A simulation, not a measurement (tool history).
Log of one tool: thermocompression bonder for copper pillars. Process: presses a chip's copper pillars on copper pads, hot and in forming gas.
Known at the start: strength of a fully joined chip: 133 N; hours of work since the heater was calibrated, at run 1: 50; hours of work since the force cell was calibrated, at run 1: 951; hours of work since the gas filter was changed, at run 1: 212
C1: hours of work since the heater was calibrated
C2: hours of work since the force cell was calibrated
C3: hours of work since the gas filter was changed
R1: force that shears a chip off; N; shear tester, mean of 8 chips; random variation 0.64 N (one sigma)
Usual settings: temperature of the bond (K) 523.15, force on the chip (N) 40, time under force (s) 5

run 1 hour=0.0 | temperature_of_the_bond_(K)=523.15 force_on_the_chip_(N)=40 time_under_force_(s)=5 | C1=50 C2=951 C3=212 | R1=52.1
run 2 hour=31.1 | temperature_of_the_bond_(K)=523.15 force_on_the_chip_(N)=40 time_under_force_(s)=5 | C1=69 C2=971 C3=231 | R1=52.0
run 3 hour=79.0 | temperature_of_the_bond_(K)=523.15 force_on_the_chip_(N)=40 time_under_force_(s)=5 | C1=99 C2=1001 C3=261 | R1=50.4
run 4 hour=110.6 | temperature_of_the_bond_(K)=523.15 force_on_the_chip_(N)=40 time_under_force_(s)=11 | C1=119 C2=1020 C3=281 | R1=67.5
-- hour=144.5 forming gas filter changed
run 5 hour=154.2 | temperature_of_the_bond_(K)=523.15 force_on_the_chip_(N)=40 time_under_force_(s)=5 | C1=146 C2=1047 C3=6 | R1=53.0
run 6 hour=207.3 | temperature_of_the_bond_(K)=523.15 force_on_the_chip_(N)=40 time_under_force_(s)=5 | C1=179 C2=1081 C3=39 | R1=51.9
run 7 hour=255.2 | temperature_of_the_bond_(K)=523.15 force_on_the_chip_(N)=26 time_under_force_(s)=5 | C1=209 C2=1110 C3=69 | R1=32.3
run 8 hour=296.5 | temperature_of_the_bond_(K)=502.15 force_on_the_chip_(N)=26 time_under_force_(s)=5 | C1=235 C2=1136 C3=95 | R1=22.2
run 9 hour=340.8 | temperature_of_the_bond_(K)=537.15 force_on_the_chip_(N)=40 time_under_force_(s)=5 | C1=263 C2=1164 C3=123 | R1=58.5
run 10 hour=372.6 | temperature_of_the_bond_(K)=498.15 force_on_the_chip_(N)=31 time_under_force_(s)=5 | C1=282 C2=1184 C3=143 | R1=23.9

Forecast each of these 5 alternatives for the next run:
run A hour=420.1 | temperature_of_the_bond_(K)=523.15 force_on_the_chip_(N)=40 time_under_force_(s)=6 | C1=312 C2=1214 C3=172 | R1=?
run B hour=420.1 | temperature_of_the_bond_(K)=498.15 force_on_the_chip_(N)=31 time_under_force_(s)=3 | C1=312 C2=1214 C3=172 | R1=?
run C hour=420.1 | temperature_of_the_bond_(K)=501.15 force_on_the_chip_(N)=31 time_under_force_(s)=5 | C1=312 C2=1214 C3=172 | R1=?
run D hour=420.1 | temperature_of_the_bond_(K)=543.15 force_on_the_chip_(N)=25 time_under_force_(s)=5 | C1=312 C2=1214 C3=172 | R1=?
run E hour=420.1 | temperature_of_the_bond_(K)=506.15 force_on_the_chip_(N)=31 time_under_force_(s)=5 | C1=312 C2=1214 C3=172 | R1=?

run=A R1=51.0
run=B R1=18.6
run=C R1=25.0
run=D R1=39.9
run=E R1=27.3
Without the tool's hidden state the same runs would have given:
run=A R1=59.2
run=B R1=22.5
run=C R1=30.0
run=D R1=46.5
run=E R1=32.7
